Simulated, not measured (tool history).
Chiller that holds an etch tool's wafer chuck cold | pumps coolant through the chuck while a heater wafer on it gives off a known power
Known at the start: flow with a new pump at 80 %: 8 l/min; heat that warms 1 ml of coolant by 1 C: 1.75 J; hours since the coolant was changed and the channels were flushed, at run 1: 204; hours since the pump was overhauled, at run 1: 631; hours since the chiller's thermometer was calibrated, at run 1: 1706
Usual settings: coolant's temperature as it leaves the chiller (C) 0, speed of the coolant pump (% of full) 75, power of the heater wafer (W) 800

run,day,coolant's temperature as it leaves the chiller (C),speed of the coolant pump (% of full),power of the heater wafer (W),hours since the coolant was changed and the channels were flushed,hours since the pump was overhauled,hours since the chiller's thermometer was calibrated,chuck's temperature once it has settled (C),how much warmer the coolant comes back (C)
1,0,0,75,800,204,631,1706,5.9,3.75
2,1.254,0,75,800,234,661,1736,5.5,3.79
3,2.9,0,75,800,274,700,1776,5.8,3.78
4,3.654,0,77,800,292,719,1794,5.5,3.65
5,5.342,0,75,800,332,759,1834,5.9,3.76
6,6.192,0,75,468,353,779,1855,3.1,2.17
7,7.192,0,75,468,377,803,1879,3.1,2.25
8,7.946,0,75,699,395,822,1897,5,3.31
9,9.225,5,75,699,426,852,1927,10,3.31
10,10.438,5,75,699,455,881,1956,9.9,3.28
11,11.579,5,75,699,482,909,1984,10,3.35
12,13.108,5,75,699,519,945,2021,10,3.27
13,14.492,0,75,800,552,979,2054,5.8,3.8
14,16.075,-8,75,800,590,1017,2092,-2.2,3.82
# day 16.667: chiller's thermometer calibrated
15,17.471,-8,75,800,622,1049,19,-1.6,3.82
16,18.238,-8,75,800,641,1068,38,-1.5,3.74
17,19.821,0,84,800,679,1105,76,5.9,3.39
18,21.092,0,84,800,709,1136,106,5.8,3.41
19,22.508,-7,82,729,743,1170,140,-1.7,3.2
20,23.679,-7,82,729,772,1198,168,-1.6,3.19
21,24.983,0,83,945,803,1229,200,6.9,4.12
22,25.862,-3,94,1043,824,1251,221,4,4.03
23,27.246,-9,92,639,857,1284,254,-4.7,2.5
24,28.079,-9,92,639,877,1304,274,-4.7,2.56
25,29.529,-6,93,434,912,1339,309,-3,1.74
26,30.762,6,75,441,942,1368,338,9.6,2.09
27,32.167,-3,75,800,975,1402,372,3.4,3.88

Forecast run 28:
28,33.367,-3,75,800,1004,1431,401,?,?

{"run 28": {"chuck's temperature once it has settled (C)": 3.5, "how much warmer the coolant comes back (C)": 3.85}}
Without the tool's hidden state the same run would have given chuck's temperature once it has settled (C) 3.1, how much warmer the coolant comes back (C) 3.63.

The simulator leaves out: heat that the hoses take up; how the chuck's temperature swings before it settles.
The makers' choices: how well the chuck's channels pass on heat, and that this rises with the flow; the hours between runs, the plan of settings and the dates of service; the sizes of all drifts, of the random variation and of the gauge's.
